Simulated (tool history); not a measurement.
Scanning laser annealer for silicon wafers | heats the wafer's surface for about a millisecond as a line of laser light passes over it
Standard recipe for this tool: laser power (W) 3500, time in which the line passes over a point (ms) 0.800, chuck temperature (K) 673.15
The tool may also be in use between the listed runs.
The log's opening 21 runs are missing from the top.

run,day,laser power (W),time in which the line passes over a point (ms),chuck temperature (K),highest temperature of the surface (K)
22,26.067,3408,0.716,671.15,1400.15
23,27.779,3408,0.716,671.15,1396.15
24,28.908,3074,0.984,673.15,1440.15
25,30.629,3516,0.883,677.15,1507.15
# day 30.971: window over the wafer cleaned
26,31.838,3516,0.883,677.15,1557.15
27,33.438,3504,0.800,673.15,1496.15
# day 34.912: optics aligned, line set to its width
28,35.396,3073,0.800,668.15,1390.15
29,36.704,3458,0.744,633.15,1425.15
30,38.129,3458,0.744,633.15,1419.15
31,39.125,3544,0.661,695.15,1446.15
32,40.429,3451,0.966,673.15,1571.15
33,41.367,3451,0.966,662.15,1553.15
34,42.108,3792,0.805,673.15,1568.15
35,43.921,3206,0.678,653.15,1327.15
36,45.496,3206,0.678,653.15,1323.15
37,46.417,3055,0.805,689.15,1384.15
38,47.662,3055,0.805,689.15,1382.15
39,49.250,3055,0.805,689.15,1377.15
# day 49.500: window over the wafer cleaned
40,50.942,3055,0.805,689.15,1415.15

4 options for the next run, each taken on its own from the tool as it stands now. Forecast them:
A,52.642,3106,0.563,686.15,?
B,52.642,3055,0.666,705.15,?
C,52.642,3266,0.887,705.15,?
D,52.642,3205,0.795,635.15,?

run,highest temperature of the surface (K)
A,1291.15
B,1356.15
C,1525.15
D,1393.15
What these runs would have given with no unlogged condition in the tool:
run,highest temperature of the surface (K)
A,1302.15
B,1367.15
C,1539.15
D,1406.15

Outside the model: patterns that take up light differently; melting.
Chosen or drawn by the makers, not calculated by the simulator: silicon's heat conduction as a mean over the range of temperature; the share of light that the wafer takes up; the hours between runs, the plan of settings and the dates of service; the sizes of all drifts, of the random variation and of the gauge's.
